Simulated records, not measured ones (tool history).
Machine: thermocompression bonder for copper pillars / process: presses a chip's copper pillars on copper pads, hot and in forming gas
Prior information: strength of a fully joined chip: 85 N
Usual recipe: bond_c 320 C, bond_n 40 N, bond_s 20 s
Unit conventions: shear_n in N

run,hour,bond_c,bond_n,bond_s,shear_n
1,0.0,320,40,20,47.6
2,11.4,320,40,20,47.5
3,27.9,320,40,20,47.4
4,51.0,320,40,20,47.5
5,66.7,332,40,20,53.3
6,82.7,320,40,20,47.5
7,105.4,320,40,20,47.5
8,117.6,320,40,20,47.5
9,128.6,320,40,20,47.4
10,154.7,320,40,20,47.7
11,167.5,320,40,20,47.5
12,192.5,343,40,20,58.4
13,204.9,320,40,20,47.4
14,221.7,320,40,17,45.0
15,240.6,320,40,17,45.2
16,256.2,320,40,17,45.3
# hour 259.5: heater calibrated with a thermocouple chip
17,274.1,320,58,20,60.9
18,284.8,320,58,20,60.9
19,301.4,320,58,20,61.0
20,327.4,320,58,20,61.0
21,346.2,308,58,15,50.9
22,367.5,308,58,15,51.0
23,388.8,314,58,16,54.6
# hour 397.6: heater calibrated with a thermocouple chip, once more
24,412.6,314,58,16,48.9
25,428.0,306,40,20,37.3
26,444.1,320,47,20,48.9
27,467.8,319,31,21,36.9
28,489.0,319,47,21,49.0
29,502.3,320,40,22,45.4
30,519.2,340,24,49,51.5
31,533.6,310,55,14,43.4
32,557.3,310,55,14,43.5
33,581.6,328,58,20,58.9
34,594.7,323,52,43,64.5
35,620.4,323,52,43,64.6
36,635.7,303,40,38,45.2
37,654.8,303,40,38,45.4
38,669.3,303,40,38,45.4
# hour 687.9: forming gas filter changed
39,687.9,292,24,20,21.1
40,709.3,294,43,12,28.6

Below are 3 alternative next runs, each starting from the tool's condition after run 40. Predict each:
A,727.9,311,43,52,?
B,727.9,324,43,12,?
C,727.9,294,57,12,?

run,shear_n
A,57.6
B,42.0
C,36.0
Take away the tool's hidden state, keep each run's random variation, and the runs would have read:
run,shear_n
A,58.3
B,42.6
C,36.5
